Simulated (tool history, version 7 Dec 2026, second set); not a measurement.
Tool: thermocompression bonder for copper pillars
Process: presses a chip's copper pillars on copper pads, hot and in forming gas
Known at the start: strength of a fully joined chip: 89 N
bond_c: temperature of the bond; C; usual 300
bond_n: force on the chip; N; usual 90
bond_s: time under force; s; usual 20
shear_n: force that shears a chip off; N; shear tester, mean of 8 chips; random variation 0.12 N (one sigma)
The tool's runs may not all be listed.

run,hour,bond_c,bond_n,bond_s,shear_n
1,0,300,90,20,65.8
2,8.5,300,90,20,65.7
3,12.9,300,90,20,65.8
4,16.7,300,55,20,55.9
5,23.9,300,55,20,56.2
6,29.1,300,55,20,56
7,37.2,300,55,20,56.1
8,46.4,300,90,20,65.8
9,51.3,300,90,20,65.7
10,59.8,285,90,20,58.7
11,64.6,285,90,20,59
12,72.7,300,90,20,65.5
13,76.7,281,81,22,56.2
14,83.4,274,58,22,46.1
15,92,274,58,22,46.1
16,100.9,274,58,22,45.9
17,109.7,309,121,48,82.9
# hour 112.2: forming gas filter changed
18,114.4,309,121,48,83.3
19,119.5,309,121,48,83.1
20,124,309,95,51,81.6
21,132,303,128,13,67.3
22,141.3,303,128,13,67.1
23,149.4,300,127,19,71.4

4 ways to go on from here, each from the tool as it stands after run 23. What would each give?
A,153.2,300,83,27,?
B,153.2,300,73,20,?
C,153.2,323,60,58,?
D,153.2,304,108,20,?

run,shear_n
A,68.9
B,61.7
C,81.1
D,70.9
Without the tool's hidden state the same runs would have given:
run,shear_n
A,68.9
B,61.8
C,81.1
D,71

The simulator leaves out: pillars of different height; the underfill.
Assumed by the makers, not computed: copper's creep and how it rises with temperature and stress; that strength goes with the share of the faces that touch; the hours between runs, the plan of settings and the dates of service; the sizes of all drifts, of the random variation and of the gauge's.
